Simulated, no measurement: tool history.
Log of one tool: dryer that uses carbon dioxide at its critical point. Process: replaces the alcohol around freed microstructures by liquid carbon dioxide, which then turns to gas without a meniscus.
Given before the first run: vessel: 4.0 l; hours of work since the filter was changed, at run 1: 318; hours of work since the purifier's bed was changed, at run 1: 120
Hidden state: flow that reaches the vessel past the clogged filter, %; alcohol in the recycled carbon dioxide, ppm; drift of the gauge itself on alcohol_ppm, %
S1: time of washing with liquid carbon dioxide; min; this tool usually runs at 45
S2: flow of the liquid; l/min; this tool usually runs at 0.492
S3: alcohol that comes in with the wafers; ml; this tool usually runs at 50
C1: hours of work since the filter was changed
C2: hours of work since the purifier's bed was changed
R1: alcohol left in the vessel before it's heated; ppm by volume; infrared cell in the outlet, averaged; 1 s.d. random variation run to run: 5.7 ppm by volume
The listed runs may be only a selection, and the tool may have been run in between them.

run 1 hour=0.0 | S1=45 S2=0.492 S3=50 | C1=318 C2=120 | R1=251
run 2 hour=30.7 | S1=45 S2=0.492 S3=50 | C1=342 C2=145 | R1=249
run 3 hour=73.2 | S1=45 S2=0.492 S3=50 | C1=376 C2=178 | R1=271
run 4 hour=106.5 | S1=45 S2=0.492 S3=50 | C1=403 C2=205 | R1=273
run 5 hour=129.3 | S1=45 S2=0.492 S3=50 | C1=421 C2=223 | R1=279
-- hour=142.8 inlet filter changed
run 6 hour=167.2 | S1=45 S2=0.492 S3=21 | C1=19 C2=252 | R1=126
run 7 hour=190.8 | S1=45 S2=0.492 S3=21 | C1=38 C2=271 | R1=135
run 8 hour=230.9 | S1=51 S2=0.492 S3=50 | C1=70 C2=303 | R1=154
run 9 hour=258.2 | S1=61 S2=0.603 S3=80 | C1=92 C2=325 | R1=79
run 10 hour=298.7 | S1=61 S2=0.603 S3=80 | C1=124 C2=357 | R1=86
run 11 hour=334.7 | S1=61 S2=0.603 S3=80 | C1=153 C2=386 | R1=89
run 12 hour=384.5 | S1=61 S2=0.603 S3=80 | C1=192 C2=425 | R1=104
run 13 hour=429.8 | S1=27 S2=0.485 S3=55 | C1=228 C2=461 | R1=1265
run 14 hour=475.1 | S1=27 S2=0.522 S3=55 | C1=264 C2=497 | R1=1099
run 15 hour=511.0 | S1=27 S2=0.522 S3=55 | C1=293 C2=526 | R1=1130
run 16 hour=549.0 | S1=40 S2=0.522 S3=55 | C1=323 C2=556 | R1=401

Each row is a separate what-if for the run after 16, all from the same tool condition, not one after another. Results?
run A hour=576.6 | S1=49 S2=0.315 S3=73 | C1=345 C2=578 | R1=?
run B hour=576.6 | S1=45 S2=0.492 S3=60 | C1=345 C2=578 | R1=?
run C hour=576.6 | S1=61 S2=0.522 S3=36 | C1=345 C2=578 | R1=?
run D hour=576.6 | S1=45 S2=0.492 S3=43 | C1=345 C2=578 | R1=?
run E hour=576.6 | S1=40 S2=0.424 S3=29 | C1=345 C2=578 | R1=?

run=A R1=1216
run=B R1=356
run=C R1=130
run=D R1=297
run=E R1=438
Stripped of hidden state, with their random variation kept, the same runs would have yielded:
run=A R1=957
run=B R1=210
run=C R1=23
run=D R1=161
run=E R1=287

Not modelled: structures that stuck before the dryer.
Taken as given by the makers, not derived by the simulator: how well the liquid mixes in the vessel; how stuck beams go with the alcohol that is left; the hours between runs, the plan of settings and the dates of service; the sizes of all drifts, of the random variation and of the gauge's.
